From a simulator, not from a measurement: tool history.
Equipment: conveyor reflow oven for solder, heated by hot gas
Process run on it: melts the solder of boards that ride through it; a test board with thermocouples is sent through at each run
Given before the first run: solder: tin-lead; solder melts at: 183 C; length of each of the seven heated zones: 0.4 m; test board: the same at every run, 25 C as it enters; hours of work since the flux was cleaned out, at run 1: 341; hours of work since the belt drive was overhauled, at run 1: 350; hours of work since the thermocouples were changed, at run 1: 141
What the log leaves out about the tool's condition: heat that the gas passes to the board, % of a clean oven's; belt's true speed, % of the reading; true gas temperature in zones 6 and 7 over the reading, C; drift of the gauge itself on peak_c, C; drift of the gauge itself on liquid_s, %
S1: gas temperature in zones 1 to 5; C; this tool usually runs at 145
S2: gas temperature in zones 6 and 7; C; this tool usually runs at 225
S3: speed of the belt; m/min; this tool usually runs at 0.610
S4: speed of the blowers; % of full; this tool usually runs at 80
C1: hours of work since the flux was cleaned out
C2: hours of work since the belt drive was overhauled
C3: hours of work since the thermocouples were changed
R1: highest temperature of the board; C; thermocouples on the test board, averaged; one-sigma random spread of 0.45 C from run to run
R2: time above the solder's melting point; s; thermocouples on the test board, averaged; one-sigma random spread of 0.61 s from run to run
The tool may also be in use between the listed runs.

{"run": 1, "hour": 0.0, "S1": 145, "S2": 225, "S3": 0.61, "S4": 80, "C1": 341, "C2": 350, "C3": 141, "R1": 208.7, "R2": 54.4}
{"run": 2, "hour": 15.2, "S1": 145, "S2": 225, "S3": 0.61, "S4": 80, "C1": 347, "C2": 357, "C3": 148, "R1": 208.2, "R2": 54.5}
{"run": 3, "hour": 34.4, "S1": 145, "S2": 225, "S3": 0.664, "S4": 80, "C1": 356, "C2": 366, "C3": 157, "R1": 206.0, "R2": 45.5}
{"run": 4, "hour": 48.6, "S1": 145, "S2": 225, "S3": 0.61, "S4": 80, "C1": 362, "C2": 372, "C3": 163, "R1": 207.8, "R2": 53.6}
{"run": 5, "hour": 68.9, "S1": 148, "S2": 225, "S3": 0.61, "S4": 80, "C1": 372, "C2": 381, "C3": 172, "R1": 209.2, "R2": 54.6}
{"run": 6, "hour": 80.3, "S1": 148, "S2": 225, "S3": 0.61, "S4": 80, "C1": 377, "C2": 386, "C3": 177, "R1": 209.5, "R2": 55.4}
{"run": 7, "hour": 91.2, "S1": 148, "S2": 225, "S3": 0.61, "S4": 80, "C1": 382, "C2": 391, "C3": 182, "R1": 209.3, "R2": 56.5}
{"run": 8, "hour": 112.4, "S1": 145, "S2": 225, "S3": 0.61, "S4": 80, "C1": 391, "C2": 401, "C3": 192, "R1": 208.4, "R2": 53.6}
{"hour": 128.7, "done": "flux residue cleaned out of gas plates and filters"}
{"run": 9, "hour": 136.4, "S1": 131, "S2": 225, "S3": 0.61, "S4": 80, "C1": 3, "C2": 409, "C3": 200, "R1": 207.0, "R2": 48.4}
{"run": 10, "hour": 146.1, "S1": 148, "S2": 225, "S3": 0.61, "S4": 80, "C1": 8, "C2": 414, "C3": 205, "R1": 210.7, "R2": 58.5}
{"run": 11, "hour": 166.2, "S1": 145, "S2": 225, "S3": 0.61, "S4": 80, "C1": 17, "C2": 423, "C3": 214, "R1": 210.7, "R2": 56.6}
{"run": 12, "hour": 182.1, "S1": 145, "S2": 225, "S3": 0.61, "S4": 80, "C1": 24, "C2": 430, "C3": 221, "R1": 210.8, "R2": 56.0}
{"run": 13, "hour": 194.6, "S1": 145, "S2": 225, "S3": 0.61, "S4": 80, "C1": 30, "C2": 436, "C3": 226, "R1": 211.3, "R2": 56.3}
{"run": 14, "hour": 209.2, "S1": 141, "S2": 225, "S3": 0.61, "S4": 80, "C1": 36, "C2": 442, "C3": 233, "R1": 209.4, "R2": 53.7}
{"run": 15, "hour": 219.6, "S1": 145, "S2": 225, "S3": 0.61, "S4": 75, "C1": 41, "C2": 447, "C3": 237, "R1": 209.5, "R2": 55.5}
{"run": 16, "hour": 236.4, "S1": 145, "S2": 225, "S3": 0.61, "S4": 75, "C1": 48, "C2": 454, "C3": 245, "R1": 209.4, "R2": 56.3}
{"run": 17, "hour": 246.7, "S1": 145, "S2": 225, "S3": 0.722, "S4": 59, "C1": 53, "C2": 459, "C3": 250, "R1": 200.9, "R2": 32.4}
{"run": 18, "hour": 262.6, "S1": 145, "S2": 225, "S3": 0.722, "S4": 59, "C1": 60, "C2": 466, "C3": 257, "R1": 200.3, "R2": 33.8}
{"run": 19, "hour": 281.9, "S1": 145, "S2": 225, "S3": 0.694, "S4": 54, "C1": 69, "C2": 475, "C3": 265, "R1": 200.1, "R2": 34.9}
{"run": 20, "hour": 302.9, "S1": 157, "S2": 225, "S3": 0.521, "S4": 80, "C1": 78, "C2": 484, "C3": 275, "R1": 215.9, "R2": 79.9}
{"run": 21, "hour": 313.9, "S1": 157, "S2": 237, "S3": 0.521, "S4": 79, "C1": 83, "C2": 489, "C3": 280, "R1": 225.7, "R2": 86.3}
{"run": 22, "hour": 330.5, "S1": 158, "S2": 225, "S3": 0.629, "S4": 80, "C1": 91, "C2": 496, "C3": 287, "R1": 211.7, "R2": 61.8}
{"run": 23, "hour": 339.3, "S1": 160, "S2": 215, "S3": 0.578, "S4": 80, "C1": 95, "C2": 500, "C3": 291, "R1": 205.8, "R2": 62.8}
{"run": 24, "hour": 355.0, "S1": 160, "S2": 215, "S3": 0.578, "S4": 80, "C1": 102, "C2": 507, "C3": 298, "R1": 204.7, "R2": 63.0}
{"run": 25, "hour": 365.5, "S1": 145, "S2": 218, "S3": 0.61, "S4": 71, "C1": 106, "C2": 512, "C3": 303, "R1": 202.8, "R2": 47.1}
{"run": 26, "hour": 381.3, "S1": 145, "S2": 226, "S3": 0.61, "S4": 80, "C1": 113, "C2": 519, "C3": 310, "R1": 210.3, "R2": 55.8}
{"run": 27, "hour": 399.5, "S1": 151, "S2": 237, "S3": 0.513, "S4": 68, "C1": 122, "C2": 527, "C3": 318, "R1": 223.7, "R2": 82.6}
{"run": 28, "hour": 420.4, "S1": 145, "S2": 236, "S3": 0.61, "S4": 80, "C1": 131, "C2": 537, "C3": 328, "R1": 219.3, "R2": 64.0}
{"run": 29, "hour": 433.8, "S1": 135, "S2": 225, "S3": 0.61, "S4": 82, "C1": 137, "C2": 543, "C3": 334, "R1": 207.6, "R2": 50.6}
{"run": 30, "hour": 445.8, "S1": 135, "S2": 225, "S3": 0.61, "S4": 82, "C1": 142, "C2": 548, "C3": 339, "R1": 207.2, "R2": 48.8}
{"run": 31, "hour": 462.9, "S1": 145, "S2": 228, "S3": 0.628, "S4": 78, "C1": 150, "C2": 556, "C3": 347, "R1": 210.6, "R2": 55.1}

3 ways to go on from here, each from the tool as it stands after run 31. What would each give?
{"run": "A", "hour": 483.1, "S1": 145, "S2": 225, "S3": 0.61, "S4": 70, "C1": 159, "C2": 565, "C3": 356, "R1": "?", "R2": "?"}
{"run": "B", "hour": 483.1, "S1": 145, "S2": 228, "S3": 0.703, "S4": 78, "C1": 159, "C2": 565, "C3": 356, "R1": "?", "R2": "?"}
{"run": "C", "hour": 483.1, "S1": 145, "S2": 223, "S3": 0.628, "S4": 52, "C1": 159, "C2": 565, "C3": 356, "R1": "?", "R2": "?"}

run=A R1=206.9 R2=53.0
run=B R1=206.3 R2=44.5
run=C R1=200.5 R2=41.3
With no hidden state in the tool, these same runs would have given:
run=A R1=208.8 R2=54.7
run=B R1=208.4 R2=46.3
run=C R1=202.1 R2=43.4
